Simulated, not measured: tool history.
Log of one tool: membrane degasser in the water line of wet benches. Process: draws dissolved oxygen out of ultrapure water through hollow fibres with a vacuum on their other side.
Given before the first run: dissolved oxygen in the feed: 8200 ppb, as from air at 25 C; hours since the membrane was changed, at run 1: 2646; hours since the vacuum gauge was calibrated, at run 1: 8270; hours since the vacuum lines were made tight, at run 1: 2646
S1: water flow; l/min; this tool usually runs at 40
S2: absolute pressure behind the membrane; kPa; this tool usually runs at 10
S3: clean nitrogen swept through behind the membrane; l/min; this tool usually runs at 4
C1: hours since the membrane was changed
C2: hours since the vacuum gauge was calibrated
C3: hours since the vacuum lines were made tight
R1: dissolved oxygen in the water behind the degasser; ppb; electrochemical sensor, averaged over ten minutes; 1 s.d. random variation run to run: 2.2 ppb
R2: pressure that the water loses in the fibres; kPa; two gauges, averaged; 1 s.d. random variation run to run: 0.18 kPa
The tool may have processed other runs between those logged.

run,day,S1,S2,S3,C1,C2,C3,R1,R2
1,0,40,10,4,2646,8270,2646,225.8,32.37
2,1.954,40,10,4,2693,8317,2693,227.5,32.27
3,4.071,40,10,4,2744,8368,2744,226.7,32.54
4,6.729,44,10,4,2808,8432,2808,261.3,35.5
5,9.188,40,10,4,2867,8491,2867,223.7,32.68
6,11.942,31,10,4,2933,8557,2933,161.5,25.11
7,15.496,40,10,4,3018,8642,3018,224.7,32.28
8,17.729,40,10,4,3072,8696,3072,227.2,32.7
9,21.671,40,10,4,3166,8790,3166,230.7,32.43
10,23.488,40,10,4,3210,8834,3210,227.3,32.84
11,26.15,40,10,4,3274,8898,3274,224,32.23
# day 28.388: vacuum gauge calibrated
12,30.229,40,10,4,3371,44,3371,228.5,32.39
13,33.75,40,10,4,3456,129,3456,226.5,32.49
14,37.975,40,10,4,3557,230,3557,229.6,32.2
15,40.225,40,10,4,3611,284,3611,229.1,32.74
16,44.071,44,10,4,3704,376,3704,257.4,35.88
17,47.617,44,10,4,3789,461,3789,262.1,35.72
18,51.088,40,10,7.13,3872,545,3872,160,32.41
# day 52.529: vacuum gauge calibrated, once more
19,55.008,31,24.5,2.26,3966,59,3966,665.3,25.38
20,57.108,31,24.5,2.26,4016,110,4016,666.9,25.35
21,59.654,40,10,2.14,4077,171,4077,344.3,32.39
22,62.129,58,6.8,2.59,4137,230,4137,327,47.3
23,65.488,58,6.8,2.59,4217,311,4217,325.9,47.2
24,68.462,58,11.8,9.25,4288,382,4288,276.2,47.38
25,70.412,49,10,6.56,4335,429,4335,226.5,39.79
26,74.346,25,10,9.09,4430,524,4430,67.3,20.02
27,77.067,63,10,4,4495,589,4495,407.9,51.01
28,80.096,40,23.5,1.69,4568,662,4568,1000.8,32.44
29,81.896,40,23.5,1.69,4611,705,4611,1010.1,32.76
30,85.754,40,19.5,2.15,4704,797,4704,690.5,32.68
# day 90.079: seals of the vacuum lines changed
31,90.096,51,10,4,4806,900,0,313.9,41.46
32,91.875,51,6.2,1.68,4848,942,43,306,41.85

Forecast each of these 4 alternatives for the next run:
A,93.779,46,10.8,7.75,4894,988,89,?,?
B,93.779,40,10,5.41,4894,988,89,?,?
C,93.779,33,8.6,4,4894,988,89,?,?
D,93.779,40,20.9,10.3,4894,988,89,?,?

run,R1,R2
A,203.9,37.78
B,188.2,32.69
C,148.5,27
D,235.1,32.87
Take away the tool's hidden state, keep each run's random variation, and the runs would have read:
run,R1,R2
A,193.2,36.84
B,179.7,31.87
C,142.5,26.32
D,226.8,32.05
